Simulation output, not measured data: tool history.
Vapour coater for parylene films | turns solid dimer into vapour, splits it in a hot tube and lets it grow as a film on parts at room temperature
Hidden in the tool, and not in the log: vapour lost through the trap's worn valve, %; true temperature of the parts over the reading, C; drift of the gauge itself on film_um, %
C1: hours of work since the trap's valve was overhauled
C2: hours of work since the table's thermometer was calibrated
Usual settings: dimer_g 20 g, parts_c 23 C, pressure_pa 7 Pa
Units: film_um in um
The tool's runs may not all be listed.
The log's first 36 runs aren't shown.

run 37 hour=702.5 | dimer_g=12 parts_c=15 pressure_pa=2.48 | C1=138 C2=804 | film_um=3.71
run 38 hour=722.4 | dimer_g=20 parts_c=23 pressure_pa=3.15 | C1=148 C2=813 | film_um=5.16
run 39 hour=742 | dimer_g=20 parts_c=23 pressure_pa=3.15 | C1=157 C2=822 | film_um=5.1
run 40 hour=768.3 | dimer_g=20 parts_c=17 pressure_pa=11.08 | C1=169 C2=834 | film_um=4.8
run 41 hour=792.1 | dimer_g=20 parts_c=22 pressure_pa=4.98 | C1=180 C2=846 | film_um=4.81
run 42 hour=817.3 | dimer_g=20 parts_c=22 pressure_pa=4.98 | C1=192 C2=857 | film_um=4.84
run 43 hour=833.3 | dimer_g=20 parts_c=35 pressure_pa=6.61 | C1=200 C2=865 | film_um=3.73
run 44 hour=858.9 | dimer_g=12 parts_c=23 pressure_pa=7 | C1=212 C2=877 | film_um=2.72
run 45 hour=873.7 | dimer_g=9 parts_c=33 pressure_pa=2.9 | C1=219 C2=884 | film_um=1.92
run 46 hour=889.3 | dimer_g=9 parts_c=33 pressure_pa=2.9 | C1=226 C2=891 | film_um=1.96
run 47 hour=912.3 | dimer_g=9 parts_c=33 pressure_pa=2.9 | C1=237 C2=902 | film_um=1.92

Forecast each of these 3 alternatives for the next run:
run A hour=938.6 | dimer_g=8 parts_c=28 pressure_pa=6.59 | C1=249 C2=914 | film_um=?
run B hour=938.6 | dimer_g=15 parts_c=23 pressure_pa=5.85 | C1=249 C2=914 | film_um=?
run C hour=938.6 | dimer_g=18 parts_c=33 pressure_pa=2.9 | C1=249 C2=914 | film_um=?

run=A film_um=1.71
run=B film_um=3.41
run=C film_um=3.83
Without the tool's hidden state the same runs would have given:
run=A film_um=1.86
run=B film_um=3.72
run=C film_um=4.18
